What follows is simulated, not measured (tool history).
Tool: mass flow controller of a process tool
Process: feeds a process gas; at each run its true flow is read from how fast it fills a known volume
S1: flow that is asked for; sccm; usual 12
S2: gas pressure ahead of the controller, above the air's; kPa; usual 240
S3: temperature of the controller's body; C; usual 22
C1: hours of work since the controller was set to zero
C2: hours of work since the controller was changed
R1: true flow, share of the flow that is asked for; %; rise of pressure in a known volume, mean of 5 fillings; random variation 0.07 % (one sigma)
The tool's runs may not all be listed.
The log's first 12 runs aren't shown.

run 13 hour=1332.6 | S1=12 S2=240 S3=22 | C1=5985 C2=5985 | R1=92.68
run 14 hour=1425.6 | S1=12 S2=240 S3=22 | C1=6014 C2=6014 | R1=92.76
run 15 hour=1499.7 | S1=3 S2=240 S3=22 | C1=6037 C2=6037 | R1=86.07
run 16 hour=1599.3 | S1=3 S2=240 S3=22 | C1=6068 C2=6068 | R1=86.09
-- hour=1659.7 controller exchanged for a calibrated one
run 17 hour=1713.3 | S1=3 S2=240 S3=22 | C1=17 C2=17 | R1=98.38
run 18 hour=1778.5 | S1=12 S2=240 S3=22 | C1=37 C2=37 | R1=99.06
run 19 hour=1853.9 | S1=2 S2=185 S3=22 | C1=60 C2=60 | R1=98.41
run 20 hour=1939.5 | S1=2 S2=226 S3=33 | C1=87 C2=87 | R1=98.29
run 21 hour=2052.1 | S1=2 S2=214 S3=33 | C1=122 C2=122 | R1=98.16
run 22 hour=2149.9 | S1=2 S2=214 S3=33 | C1=153 C2=153 | R1=98.13
run 23 hour=2271.2 | S1=2 S2=214 S3=33 | C1=190 C2=190 | R1=98.16
run 24 hour=2330.7 | S1=17 S2=240 S3=22 | C1=209 C2=209 | R1=99.32
run 25 hour=2417.6 | S1=4 S2=236 S3=22 | C1=236 C2=236 | R1=98.02
run 26 hour=2500.3 | S1=17 S2=210 S3=22 | C1=262 C2=262 | R1=99.34
run 27 hour=2567.8 | S1=17 S2=210 S3=22 | C1=283 C2=283 | R1=99.32
run 28 hour=2692.1 | S1=3 S2=240 S3=34 | C1=321 C2=321 | R1=97.93
run 29 hour=2805.3 | S1=3 S2=170 S3=27 | C1=357 C2=357 | R1=98.30
run 30 hour=2869.8 | S1=2 S2=240 S3=22 | C1=377 C2=377 | R1=97.10
run 31 hour=2969.7 | S1=2 S2=240 S3=22 | C1=408 C2=408 | R1=97.04
run 32 hour=3098.8 | S1=12 S2=193 S3=27 | C1=448 C2=448 | R1=98.95
run 33 hour=3227.4 | S1=15 S2=275 S3=30 | C1=488 C2=488 | R1=98.81
run 34 hour=3346.5 | S1=2 S2=176 S3=22 | C1=525 C2=525 | R1=97.26
run 35 hour=3471.5 | S1=18 S2=197 S3=29 | C1=564 C2=564 | R1=99.42

Forecast each of these 5 alternatives for the next run:
run A hour=3598.0 | S1=12 S2=212 S3=22 | C1=603 C2=603 | R1=?
run B hour=3598.0 | S1=17 S2=197 S3=24 | C1=603 C2=603 | R1=?
run C hour=3598.0 | S1=18 S2=240 S3=29 | C1=603 C2=603 | R1=?
run D hour=3598.0 | S1=14 S2=197 S3=29 | C1=603 C2=603 | R1=?
run E hour=3598.0 | S1=12 S2=210 S3=30 | C1=603 C2=603 | R1=?

run=A R1=98.62
run=B R1=99.23
run=C R1=99.07
run=D R1=99.08
run=E R1=98.83
Without the tool's hidden state the same runs would have given:
run=A R1=99.16
run=B R1=99.71
run=C R1=99.54
run=D R1=99.59
run=E R1=99.37
